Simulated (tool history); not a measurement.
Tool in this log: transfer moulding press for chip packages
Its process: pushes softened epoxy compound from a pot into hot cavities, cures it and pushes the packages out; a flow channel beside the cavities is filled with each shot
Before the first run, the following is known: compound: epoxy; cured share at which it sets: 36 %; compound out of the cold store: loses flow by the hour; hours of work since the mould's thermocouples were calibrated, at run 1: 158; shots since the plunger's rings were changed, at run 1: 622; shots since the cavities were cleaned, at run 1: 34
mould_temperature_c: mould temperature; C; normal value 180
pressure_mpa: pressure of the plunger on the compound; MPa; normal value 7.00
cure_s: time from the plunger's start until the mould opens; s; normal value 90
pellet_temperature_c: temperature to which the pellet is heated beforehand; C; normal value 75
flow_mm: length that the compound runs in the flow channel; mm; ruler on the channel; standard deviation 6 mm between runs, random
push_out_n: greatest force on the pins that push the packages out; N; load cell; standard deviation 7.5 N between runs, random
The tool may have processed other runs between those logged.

run   hour  mould_temperature_c  pressure_mpa  cure_s  pellet_temperature_c  hours of work since the mould's thermocouples were calibrated  shots since the plunger's rings were changed  shots since the cavities were cleaned  incoming compound's hours out of the cold store  flow_mm  push_out_n
  1    0.0                  180          7.00      90                    75                                                            158                                           622                                     34                                             17.6      914         338
  2   13.8                  180          7.00      90                    75                                                            167                                           779                                    191                                             15.4      941         447
  3   37.8                  180          7.00      90                    75                                                            182                                          1053                                    465                                             32.4      831         466
  4   66.6                  180          7.00      90                    75                                                            200                                          1381                                    793                                             21.1      893         569
  5   92.8                  180          7.00      90                    75                                                            216                                          1681                                   1093                                             14.9      939         616
     103.7  -- cavities cleaned with cleaning compound and waxed
  6  114.2                  180          7.00      90                    75                                                            229                                          1908                                    121                                             45.9      758         348
  7  141.8                  180          7.00      90                    75                                                            246                                          2223                                    436                                             30.6      833         472
  8  169.2                  180          7.00      70                    75                                                            263                                          2535                                    748                                              9.2      963        1099
  9  198.7                  183          7.00      70                    75                                                            282                                          2871                                   1084                                             24.8      851         848
     208.6  -- cavities cleaned with cleaning compound and waxed
 10  228.8                  180          7.00      90                    75                                                            300                                          3198                                    231                                             20.0      892         429
 11  253.7                  180          7.00      90                    75                                                            316                                          3481                                    514                                             45.7      753         456
 12  267.0                  180          7.00      90                    75                                                            324                                          3633                                    666                                             46.4      751         491
 13  293.2                  180          7.00      90                    75                                                            341                                          3932                                    965                                             38.6      784         545
     314.5  -- cavities cleaned with cleaning compound and waxed
 14  320.5                  180          7.00      90                    71                                                            357                                          4226                                     68                                             32.9      803         381
 15  346.6                  180          5.22      90                    68                                                            373                                          4523                                    365                                             31.7      699         462
 16  364.2                  180          6.56      78                    71                                                            384                                          4724                                    566                                              9.1      919         738
 17  385.9                  178          5.93      78                    71                                                            398                                          4972                                    814                                             25.2      783         868
 18  415.1                  180          7.20     108                    75                                                            416                                          5305                                   1147                                             19.1      887         471
     420.8  -- cavities cleaned with cleaning compound and waxed
 19  441.2                  182          7.20     108                    73                                                            432                                          5585                                    233                                             25.3      852         328
 20  455.3                  182          7.20      83                    73                                                            441                                          5746                                    394                                              9.3      932         502
     470.8  -- plunger's sealing rings changed
 21  473.9                  175          7.20      83                    73                                                            451                                            36                                    578                                             34.3      861         849
 22  496.6                  181          5.32      84                    76                                                            465                                           294                                    836                                             34.2      708         567
 23  511.8                  180          5.30      90                    69                                                            475                                           467                                   1009                                             23.8      766         559
 24  525.2                  184          7.08      72                    65                                                            483                                           621                                   1163                                             38.3      806         700
     528.6  -- cavities cleaned with cleaning compound and waxed
 25  554.7                  180          7.74      90                    75                                                            501                                           940                                    298                                             47.0      803         403
 26  569.1                  180          7.74      90                    75                                                            510                                          1104                                    462                                             22.2      937         463
 27  582.3                  180          6.74     119                    72                                                            518                                          1254                                    612                                             23.9      857         372

Below are 5 alternative next runs, each starting from the tool's condition after run 27. Predict each:
  A  598.5                  180          6.74     108                    72                                                            528                                          1439                                    797                                             31.7        ?           ?
  B  598.5                  181          7.00      90                    75                                                            528                                          1439                                    797                                              9.0        ?           ?
  C  598.5                  180          7.00      90                    65                                                            528                                          1439                                    797                                             19.8        ?           ?
  D  598.5                  174          7.00      73                    75                                                            528                                          1439                                    797                                             41.7        ?           ?
  E  598.5                  180          7.50     119                    72                                                            528                                          1439                                    797                                             29.9        ?           ?

run  flow_mm  push_out_n
  A      816         404
  B      960         510
  C      879         548
  D      803        1187
  E      875         414
The same runs, with their run-to-run variation unchanged, on a tool lacking any hidden condition would have given:
run  flow_mm  push_out_n
  A      830         251
  B      976         332
  C      893         355
  D      816         769
  E      890         254
